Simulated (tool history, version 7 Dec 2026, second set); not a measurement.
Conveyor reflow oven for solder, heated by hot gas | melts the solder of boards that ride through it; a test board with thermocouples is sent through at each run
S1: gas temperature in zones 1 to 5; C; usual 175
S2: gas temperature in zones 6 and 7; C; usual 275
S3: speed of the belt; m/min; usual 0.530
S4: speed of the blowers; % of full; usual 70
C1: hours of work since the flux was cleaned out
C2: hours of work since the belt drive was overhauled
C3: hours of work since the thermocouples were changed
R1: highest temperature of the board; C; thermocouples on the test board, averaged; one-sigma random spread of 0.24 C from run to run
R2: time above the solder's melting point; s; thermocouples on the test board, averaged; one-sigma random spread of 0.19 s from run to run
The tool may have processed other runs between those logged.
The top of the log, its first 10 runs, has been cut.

run,hour,S1,S2,S3,S4,C1,C2,C3,R1,R2
# hour 662.1: flux residue cleaned out of gas plates and filters
11,741.1,175,275,0.530,70,42,581,812,259.9,55.7
12,827.7,175,275,0.530,70,87,627,858,259.3,55.6
13,914.9,175,275,0.530,70,133,673,904,259.4,55.2
14,1008.1,175,275,0.530,70,182,722,953,259.1,55.0
15,1083.2,175,275,0.530,70,222,761,992,258.8,55.3
# hour 1177.8: flux residue cleaned out of gas plates and filters
16,1177.8,175,275,0.530,70,0,809,1039,260.9,56.2
17,1242.4,175,275,0.530,70,34,843,1073,260.6,56.8
18,1294.3,166,275,0.444,75,61,870,1101,266.2,68.9
19,1390.7,163,267,0.629,87,112,921,1152,249.3,38.2
20,1431.2,163,267,0.569,76,133,942,1173,249.8,42.8
21,1514.4,175,288,0.612,76,177,986,1217,267.1,51.0
22,1604.3,175,288,0.612,76,225,1033,1264,267.1,51.1
# hour 1696.4: flux residue cleaned out of gas plates and filters
23,1707.6,175,288,0.588,55,6,1085,1316,263.2,51.4
24,1793.1,174,275,0.491,70,51,1130,1361,263.7,63.4
25,1847.4,174,275,0.448,79,80,1159,1389,268.1,72.0
# hour 1901.8: thermocouples of zones 6 and 7 changed
26,1906.2,174,274,0.478,70,109,1189,2,259.5,62.6
27,1977.2,176,273,0.530,71,147,1226,40,255.8,54.6
28,2071.9,176,273,0.530,71,197,1276,90,255.6,54.1
29,2166.4,170,277,0.460,70,246,1326,139,262.2,65.7
# hour 2218.5: flux residue cleaned out of gas plates and filters
30,2228.5,170,277,0.460,70,5,1356,169,263.7,66.4
31,2303.4,177,277,0.460,89,45,1395,209,268.4,71.7

What if the next run were any one of these 3? Each begins from the tool's condition after run 31:
A,2378.7,175,263,0.494,70,84,1435,249,?,?
B,2378.7,180,277,0.530,83,84,1435,249,?,?
C,2378.7,175,275,0.510,70,84,1435,249,?,?

run,R1,R2
A,250.0,54.8
B,263.4,60.2
C,259.3,58.4
What these runs would have given with no unlogged condition in the tool:
run,R1,R2
A,249.5,53.3
B,263.0,58.8
C,258.8,56.9
